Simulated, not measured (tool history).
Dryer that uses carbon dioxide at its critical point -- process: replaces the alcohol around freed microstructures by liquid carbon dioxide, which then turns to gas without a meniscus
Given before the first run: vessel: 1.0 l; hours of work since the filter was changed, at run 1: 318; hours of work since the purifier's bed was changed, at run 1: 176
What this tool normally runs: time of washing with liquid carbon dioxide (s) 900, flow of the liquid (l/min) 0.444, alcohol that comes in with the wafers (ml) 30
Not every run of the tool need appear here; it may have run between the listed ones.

run,hour,time of washing with liquid carbon dioxide (s),flow of the liquid (l/min),alcohol that comes in with the wafers (ml),hours of work since the filter was changed,hours of work since the purifier's bed was changed,alcohol left in the vessel before it's heated (ppm by volume)
1,0.0,900,0.444,30,318,176,232
2,8.9,900,0.292,30,323,180,954
3,20.2,900,0.444,30,328,186,247
4,32.6,900,0.444,30,334,192,264
5,42.3,900,0.444,30,338,196,256
6,52.3,900,0.444,30,343,201,265
7,65.4,900,0.444,30,349,207,259
8,77.7,900,0.444,30,355,213,266
9,90.6,900,0.285,30,361,219,1134
10,96.7,960,0.444,30,364,222,225
11,108.8,900,0.444,30,370,228,268
12,116.5,900,0.444,30,373,231,282
13,122.1,900,0.444,30,376,234,289
14,134.2,900,0.444,30,382,240,282
15,147.0,900,0.444,30,388,246,293
16,156.1,900,0.444,30,392,250,299
17,166.1,900,0.444,30,397,255,299
18,178.6,900,0.444,30,403,261,298
19,187.7,1140,0.444,30,407,265,159
20,200.7,720,0.444,30,413,271,654
21,210.2,900,0.444,30,418,275,308
22,219.5,900,0.444,30,422,280,315
23,228.2,1140,0.346,30,426,284,313
24,238.7,1140,0.346,30,431,289,316
25,247.1,660,0.336,87,435,293,5257
26,259.3,540,0.310,119,441,299,14407
27,268.9,780,0.734,30,445,303,143
28,275.2,600,0.550,57,448,306,1083
29,282.1,600,0.550,57,452,309,1119
30,289.0,900,0.283,30,455,313,1276
31,302.0,900,0.283,30,461,319,1287
32,312.7,900,0.283,30,466,324,1337
33,321.9,900,0.283,30,470,328,1325
34,330.0,900,0.283,30,474,332,1357
35,342.9,900,0.283,30,480,338,1325
36,349.9,660,0.370,44,484,341,2235
37,360.7,1140,0.409,44,489,347,287
38,367.8,1140,0.409,44,492,350,283
39,377.0,1140,0.409,44,496,354,298
40,383.7,1380,0.719,28,500,357,147

What will run 41 give?
41,391.1,900,0.444,23,503,361,?

{"run 41": {"alcohol left in the vessel before it's heated (ppm by volume)": 340}}
On a tool with no hidden condition, and with the same random variation, this run would have come out at alcohol left in the vessel before it's heated (ppm by volume) 89.

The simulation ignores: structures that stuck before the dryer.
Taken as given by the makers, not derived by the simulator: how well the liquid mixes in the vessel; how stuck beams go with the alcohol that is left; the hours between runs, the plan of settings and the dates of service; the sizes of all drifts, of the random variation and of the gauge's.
